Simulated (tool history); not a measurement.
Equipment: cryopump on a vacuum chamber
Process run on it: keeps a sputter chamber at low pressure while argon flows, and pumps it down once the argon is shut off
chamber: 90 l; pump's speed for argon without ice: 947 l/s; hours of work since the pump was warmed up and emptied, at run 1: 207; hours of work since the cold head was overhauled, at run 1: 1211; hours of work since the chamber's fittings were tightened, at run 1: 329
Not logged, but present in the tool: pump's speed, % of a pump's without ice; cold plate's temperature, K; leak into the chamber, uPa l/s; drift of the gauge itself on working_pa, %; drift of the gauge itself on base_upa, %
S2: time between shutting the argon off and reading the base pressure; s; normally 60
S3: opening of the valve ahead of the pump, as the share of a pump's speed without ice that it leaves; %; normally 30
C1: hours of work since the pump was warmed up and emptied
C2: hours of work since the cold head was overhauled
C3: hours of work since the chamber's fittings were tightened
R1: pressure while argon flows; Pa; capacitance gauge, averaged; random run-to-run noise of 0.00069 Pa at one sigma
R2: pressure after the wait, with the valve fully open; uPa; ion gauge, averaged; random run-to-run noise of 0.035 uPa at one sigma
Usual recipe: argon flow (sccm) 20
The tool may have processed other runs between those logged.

Run 1, hour 0.0: usual settings; C1 207; C2 1211; C3 329. Result: R1 0.1219 Pa, R2 2.04 uPa.
Run 2, hour 42.6: usual settings; C1 225; C2 1230; C3 347. Result: R1 0.1216 Pa, R2 2.03 uPa.
Run 3, hour 120.6: usual settings; C1 259; C2 1263; C3 381. Result: R1 0.1227 Pa, R2 2.08 uPa.
Run 4, hour 186.9: usual settings; C1 288; C2 1292; C3 410. Result: R1 0.1232 Pa, R2 2.02 uPa.
Run 5, hour 226.1: usual settings but S3 45 %; C1 305; C2 1309; C3 427. Result: R1 0.0842 Pa, R2 2.07 uPa.
Run 6, hour 261.0: usual settings but S2 125 s; C1 320; C2 1324; C3 442. Result: R1 0.1237 Pa, R2 1.30 uPa.
Run 7, hour 318.4: usual settings; C1 344; C2 1349; C3 466. Result: R1 0.1242 Pa, R2 2.07 uPa.
Run 8, hour 355.5: usual settings; C1 360; C2 1365; C3 482. Result: R1 0.1235 Pa, R2 2.15 uPa.
Run 9, hour 434.7: usual settings; C1 395; C2 1399; C3 517. Result: R1 0.1249 Pa, R2 2.10 uPa.
Run 10, hour 517.2: usual settings but argon flow (sccm) 15; C1 430; C2 1434; C3 552. Result: R1 0.0941 Pa, R2 2.15 uPa.
Run 11, hour 561.4: usual settings; C1 449; C2 1454; C3 571. Result: R1 0.1269 Pa, R2 2.12 uPa.
Run 12, hour 625.6: usual settings; C1 477; C2 1481; C3 599. Result: R1 0.1259 Pa, R2 2.24 uPa.
Run 13, hour 700.4: usual settings but S3 60 %; C1 509; C2 1513; C3 631. Result: R1 0.0671 Pa, R2 2.17 uPa.
Run 14, hour 762.1: usual settings but S2 32 s, S3 60 %; C1 536; C2 1540; C3 658. Result: R1 0.0680 Pa, R2 3.55 uPa.
Run 15, hour 799.0: usual settings but S2 32 s, S3 60 %; C1 552; C2 1556; C3 674. Result: R1 0.0689 Pa, R2 3.56 uPa.
Run 16, hour 854.5: usual settings but S2 78 s, S3 60 %; C1 576; C2 1580; C3 698. Result: R1 0.0687 Pa, R2 1.85 uPa.
Run 17, hour 892.2: usual settings but S2 78 s, S3 60 %; C1 592; C2 1596; C3 714. Result: R1 0.0694 Pa, R2 1.93 uPa.
Run 18, hour 956.0: usual settings but S2 78 s, S3 60 %; C1 619; C2 1624; C3 741. Result: R1 0.0691 Pa, R2 1.82 uPa.
Run 19, hour 999.0: usual settings but S2 73 s; C1 638; C2 1642; C3 760. Result: R1 0.1293 Pa, R2 1.95 uPa.
Run 20, hour 1062.9: usual settings but argon flow (sccm) 33, S2 134 s, S3 39 %; C1 665; C2 1670; C3 787. Result: R1 0.1689 Pa, R2 1.42 uPa.
Run 21, hour 1138.6: usual settings but argon flow (sccm) 33, S2 134 s, S3 39 %; C1 698; C2 1702; C3 820. Result: R1 0.1699 Pa, R2 1.38 uPa.
Run 22, hour 1182.4: usual settings but argon flow (sccm) 33, S2 134 s, S3 39 %; C1 717; C2 1721; C3 839. Result: R1 0.1714 Pa, R2 1.39 uPa.
Run 23, hour 1255.5: usual settings but argon flow (sccm) 21, S2 50 s, S3 24 %; C1 749; C2 1753; C3 871. Result: R1 0.1700 Pa, R2 2.63 uPa.
Run 24, hour 1321.9: usual settings but argon flow (sccm) 16, S2 80 s; C1 777; C2 1782; C3 899. Result: R1 0.1048 Pa, R2 1.91 uPa.
Run 25, hour 1360.7: usual settings but argon flow (sccm) 25, S2 80 s; C1 794; C2 1798; C3 916. Result: R1 0.1658 Pa, R2 2.01 uPa.
Run 26, hour 1404.2: usual settings but argon flow (sccm) 10, S2 28 s; C1 813; C2 1817; C3 935. Result: R1 0.0665 Pa, R2 4.05 uPa.
Run 27, hour 1464.9: usual settings but argon flow (sccm) 23, S2 135 s, S3 19 %; C1 839; C2 1843; C3 961. Result: R1 0.2318 Pa, R2 1.41 uPa.
Run 28, hour 1544.5: usual settings but argon flow (sccm) 23, S2 27 s, S3 43 %; C1 873; C2 1878; C3 995. Result: R1 0.1134 Pa, R2 4.34 uPa.
Run 29, hour 1593.7: usual settings but argon flow (sccm) 14, S2 27 s, S3 49 %; C1 894; C2 1899; C3 1016. Result: R1 0.0630 Pa, R2 4.36 uPa.
Run 30, hour 1640.5: usual settings but argon flow (sccm) 14, S2 27 s, S3 49 %; C1 915; C2 1919; C3 1037. Result: R1 0.0623 Pa, R2 4.32 uPa.
Run 31, hour 1713.3: usual settings but argon flow (sccm) 16, S2 52 s, S3 21 %; C1 946; C2 1950; C3 1068. Result: R1 0.1509 Pa, R2 2.67 uPa.
Run 32, hour 1769.3: usual settings but argon flow (sccm) 24, S2 129 s; C1 970; C2 1975; C3 1092. Result: R1 0.1627 Pa, R2 1.59 uPa.
Run 33, hour 1809.3: usual settings but argon flow (sccm) 24, S2 187 s, S3 44 %; C1 987; C2 1992; C3 1109. Result: R1 0.1203 Pa, R2 1.42 uPa.
At hour 1824.4: pump warmed up, emptied and cooled again.
Run 34, hour 1888.8: usual settings but S2 255 s; C1 28; C2 2024; C3 1142. Result: R1 0.1207 Pa, R2 0.99 uPa.

Below are 4 alternative next runs, each starting from the tool's condition after run 34. Predict each:
Run A, hour 1923.4: usual settings but argon flow (sccm) 36, S2 187 s; C1 43; C2 2039; C3 1156. Result: R1 ?, R2 ?.
Run B, hour 1923.4: usual settings but argon flow (sccm) 33, S2 65 s, S3 28 %; C1 43; C2 2039; C3 1156. Result: R1 ?, R2 ?.
Run C, hour 1923.4: usual settings but S2 252 s, S3 59 %; C1 43; C2 2039; C3 1156. Result: R1 ?, R2 ?.
Run D, hour 1923.4: usual settings but S2 82 s; C1 43; C2 2039; C3 1156. Result: R1 ?, R2 ?.

run      R1    R2
  A  0.2162  1.12
  B  0.2118  2.05
  C  0.0620  1.04
  D  0.1202  1.78
Had the tool no hidden state, the same runs would have come out as:
run      R1    R2
  A  0.2142  0.81
  B  0.2099  1.74
  C  0.0609  0.73
  D  0.1191  1.47

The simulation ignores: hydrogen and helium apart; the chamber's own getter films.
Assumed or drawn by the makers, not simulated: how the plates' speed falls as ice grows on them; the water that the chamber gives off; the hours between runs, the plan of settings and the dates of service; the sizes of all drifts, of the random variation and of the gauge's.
